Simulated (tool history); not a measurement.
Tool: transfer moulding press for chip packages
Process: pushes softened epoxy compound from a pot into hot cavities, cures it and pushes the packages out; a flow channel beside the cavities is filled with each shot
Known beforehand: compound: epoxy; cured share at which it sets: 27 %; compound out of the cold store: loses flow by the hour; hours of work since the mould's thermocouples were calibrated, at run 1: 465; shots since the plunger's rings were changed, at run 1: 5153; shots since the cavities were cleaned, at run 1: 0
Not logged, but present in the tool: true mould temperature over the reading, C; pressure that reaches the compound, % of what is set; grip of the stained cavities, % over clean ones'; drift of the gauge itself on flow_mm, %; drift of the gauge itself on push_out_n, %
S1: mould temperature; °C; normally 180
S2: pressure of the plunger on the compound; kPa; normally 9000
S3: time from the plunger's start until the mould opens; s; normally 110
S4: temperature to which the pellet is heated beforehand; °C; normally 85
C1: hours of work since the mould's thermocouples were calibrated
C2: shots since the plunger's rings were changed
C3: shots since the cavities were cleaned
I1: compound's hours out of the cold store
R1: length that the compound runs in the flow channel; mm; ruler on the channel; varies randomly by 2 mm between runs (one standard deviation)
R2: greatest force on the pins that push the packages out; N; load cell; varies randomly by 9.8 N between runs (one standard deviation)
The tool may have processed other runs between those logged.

Run 1, hour 0.0: usual settings; C1 465; C2 5153; C3 0; I1 24.7. Result: R1 818 mm, R2 489 N.
At hour 20.2: plunger's sealing rings changed.
Run 2, hour 52.1: usual settings but S3 106 s; C1 487; C2 221; C3 344; I1 20.9. Result: R1 865 mm, R2 916 N.
Run 3, hour 116.8: usual settings but S3 106 s; C1 516; C2 670; C3 793; I1 40.7. Result: R1 764 mm, R2 1032 N.
At hour 175.8: cavities cleaned with cleaning compound and waxed.
Run 4, hour 190.5: usual settings; C1 549; C2 1170; C3 101; I1 28.1. Result: R1 820 mm, R2 665 N.
Run 5, hour 239.2: usual settings; C1 571; C2 1508; C3 439; I1 36.6. Result: R1 777 mm, R2 859 N.
Run 6, hour 306.3: usual settings; C1 601; C2 1973; C3 904; I1 28.2. Result: R1 817 mm, R2 1018 N.
At hour 349.0: cavities cleaned with cleaning compound and waxed.
Run 7, hour 372.9: usual settings; C1 630; C2 2424; C3 165; I1 17.2. Result: R1 873 mm, R2 721 N.
Run 8, hour 446.2: usual settings; C1 663; C2 2933; C3 674; I1 22.6. Result: R1 841 mm, R2 1041 N.
At hour 519.2: cavities cleaned with cleaning compound and waxed.
Run 9, hour 524.3: usual settings but S3 140 s; C1 697; C2 3464; C3 35; I1 21.4. Result: R1 845 mm, R2 427 N.
Run 10, hour 564.4: usual settings but S3 140 s; C1 715; C2 3742; C3 313; I1 38.5. Result: R1 759 mm, R2 594 N.
Run 11, hour 636.8: usual settings but S3 140 s; C1 748; C2 4243; C3 814; I1 46.2. Result: R1 721 mm, R2 717 N.
At hour 688.7: cavities cleaned with cleaning compound and waxed.
Run 12, hour 720.6: usual settings but S3 140 s; C1 785; C2 4814; C3 221; I1 23.5. Result: R1 824 mm, R2 558 N.
At hour 787.7: plunger's sealing rings changed.
Run 13, hour 794.2: usual settings but S3 140 s; C1 817; C2 45; C3 714; I1 14.6. Result: R1 909 mm, R2 735 N.
At hour 809.0: mould's thermocouples calibrated.
At hour 862.8: cavities cleaned with cleaning compound and waxed.
Run 14, hour 867.3: usual settings but S3 140 s; C1 25; C2 528; C3 32; I1 47.1. Result: R1 734 mm, R2 386 N.
Run 15, hour 934.4: usual settings but S2 10890 kPa, S4 89 °C; C1 56; C2 993; C3 497; I1 15.4. Result: R1 972 mm, R2 902 N.
Run 16, hour 1013.8: usual settings but S1 178 °C, S2 9150 kPa, S3 102 s, S4 93 °C; C1 91; C2 1544; C3 1048; I1 15.7. Result: R1 895 mm, R2 1320 N.
At hour 1039.6: cavities cleaned with cleaning compound and waxed.
Run 17, hour 1073.2: usual settings but S1 178 °C, S2 9150 kPa, S3 102 s, S4 93 °C; C1 117; C2 1945; C3 233; I1 21.5. Result: R1 859 mm, R2 1009 N.
Run 18, hour 1165.0: usual settings but S1 178 °C, S2 11000 kPa, S3 102 s, S4 93 °C; C1 158; C2 2581; C3 869; I1 23.1. Result: R1 922 mm, R2 1237 N.
At hour 1211.4: cavities cleaned with cleaning compound and waxed.
Run 19, hour 1221.3: usual settings but S1 178 °C, S3 107 s, S4 84 °C; C1 183; C2 2961; C3 68; I1 37.2. Result: R1 771 mm, R2 639 N.
Run 20, hour 1300.5: usual settings but S2 8320 kPa; C1 219; C2 3511; C3 618; I1 36.2. Result: R1 739 mm, R2 928 N.
Run 21, hour 1338.6: usual settings but S2 8320 kPa; C1 236; C2 3775; C3 882; I1 20.0. Result: R1 809 mm, R2 952 N.
At hour 1385.0: cavities cleaned with cleaning compound and waxed.
Run 22, hour 1390.6: usual settings but S1 187 °C, S2 9490 kPa; C1 258; C2 4124; C3 38; I1 35.4. Result: R1 765 mm, R2 413 N.
Run 23, hour 1459.1: usual settings but S1 187 °C, S2 9380 kPa, S3 108 s, S4 91 °C; C1 289; C2 4599; C3 513; I1 12.8. Result: R1 866 mm, R2 671 N.
Run 24, hour 1497.2: usual settings but S1 176 °C, S2 10550 kPa, S3 135 s, S4 91 °C; C1 306; C2 4863; C3 777; I1 14.4. Result: R1 955 mm, R2 887 N.
At hour 1555.9: plunger's sealing rings changed.
At hour 1557.4: cavities cleaned with cleaning compound and waxed.
Run 25, hour 1567.3: usual settings but S1 186 °C, S2 9060 kPa, S3 124 s, S4 92 °C; C1 336; C2 69; C3 69; I1 21.3. Result: R1 842 mm, R2 401 N.
Run 26, hour 1646.9: usual settings but S1 186 °C, S2 9060 kPa, S3 124 s, S4 76 °C; C1 371; C2 620; C3 620; I1 22.0. Result: R1 833 mm, R2 692 N.
At hour 1730.0: cavities cleaned with cleaning compound and waxed.
Run 27, hour 1740.1: usual settings but S1 186 °C, S2 9060 kPa, S3 124 s, S4 76 °C; C1 413; C2 1256; C3 69; I1 25.0. Result: R1 819 mm, R2 428 N.
Run 28, hour 1780.1: usual settings but S1 183 °C, S2 7390 kPa, S3 96 s, S4 86 °C; C1 431; C2 1533; C3 346; I1 23.4. Result: R1 752 mm, R2 921 N.

Consider 4 possible next runs. They are alternatives, not a sequence: every one starts from the tool as it was left by run 28. What does each give?
Run A, hour 1847.5: usual settings but S1 179 °C, S3 119 s; C1 461; C2 2001; C3 814; I1 20.8. Result: R1 ?, R2 ?.
Run B, hour 1847.5: usual settings but S1 183 °C, S2 7390 kPa, S3 103 s, S4 86 °C; C1 461; C2 2001; C3 814; I1 19.2. Result: R1 ?, R2 ?.
Run C, hour 1847.5: usual settings but S2 9110 kPa, S3 95 s, S4 82 °C; C1 461; C2 2001; C3 814; I1 26.2. Result: R1 ?, R2 ?.
Run D, hour 1847.5: usual settings but S1 178 °C, S2 7390 kPa, S3 96 s, S4 91 °C; C1 461; C2 2001; C3 814; I1 36.9. Result: R1 ?, R2 ?.

run   R1    R2
  A  857   902
  B  767   914
  C  834  1393
  D  706  1434
With no hidden state in the tool, these same runs would have given:
run   R1   R2
  A  868  424
  B  778  430
  C  845  649
  D  716  667

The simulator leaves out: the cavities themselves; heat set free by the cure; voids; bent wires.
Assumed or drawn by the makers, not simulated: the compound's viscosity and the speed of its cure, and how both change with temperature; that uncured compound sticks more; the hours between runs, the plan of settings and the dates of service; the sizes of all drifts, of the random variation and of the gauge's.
